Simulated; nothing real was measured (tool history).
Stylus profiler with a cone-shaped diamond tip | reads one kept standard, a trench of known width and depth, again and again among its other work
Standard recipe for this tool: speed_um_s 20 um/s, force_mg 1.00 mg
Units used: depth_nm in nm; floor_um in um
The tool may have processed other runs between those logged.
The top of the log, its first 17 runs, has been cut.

| run | day | speed_um_s | force_mg | depth_nm | floor_um |
|---|---|---|---|---|---|
| 18 | 44.833 | 28 | 0.79 | 1006.43 | 21.64 |
| 19 | 46.250 | 66 | 0.87 | 1007.02 | 21.27 |
| 20 | 49.346 | 24 | 2.06 | 1012.03 | 21.71 |
| 21 | 50.825 | 25 | 2.15 | 1012.30 | 21.70 |
| 22 | 52.812 | 28 | 0.43 | 1005.32 | 21.47 |
| 23 | 54.221 | 6 | 1.92 | 1011.92 | 21.81 |
| 24 | 56.758 | 6 | 1.92 | 1011.54 | 21.74 |
| 25 | 59.246 | 6 | 1.92 | 1012.00 | 21.66 |
| 26 | 61.054 | 6 | 1.92 | 1012.19 | 21.66 |
| 27 | 62.488 | 6 | 1.92 | 1012.12 | 21.62 |
| 28 | 65.446 | 74 | 1.14 | 1009.61 | 20.98 |
| 29 | 67.504 | 8 | 2.40 | 1013.90 | 21.56 |
| 30 | 69.696 | 8 | 2.40 | 1013.96 | 21.55 |

What does the tool deliver on the next run?
| 31 | 71.654 | 16 | 1.16 | ? | ? |

{"run 31": {"depth_nm": 1009.76, "floor_um": 21.39}}
Had the tool carried no hidden state, the very same run would have given depth_nm 1007.48 nm, floor_um 23.86 um.

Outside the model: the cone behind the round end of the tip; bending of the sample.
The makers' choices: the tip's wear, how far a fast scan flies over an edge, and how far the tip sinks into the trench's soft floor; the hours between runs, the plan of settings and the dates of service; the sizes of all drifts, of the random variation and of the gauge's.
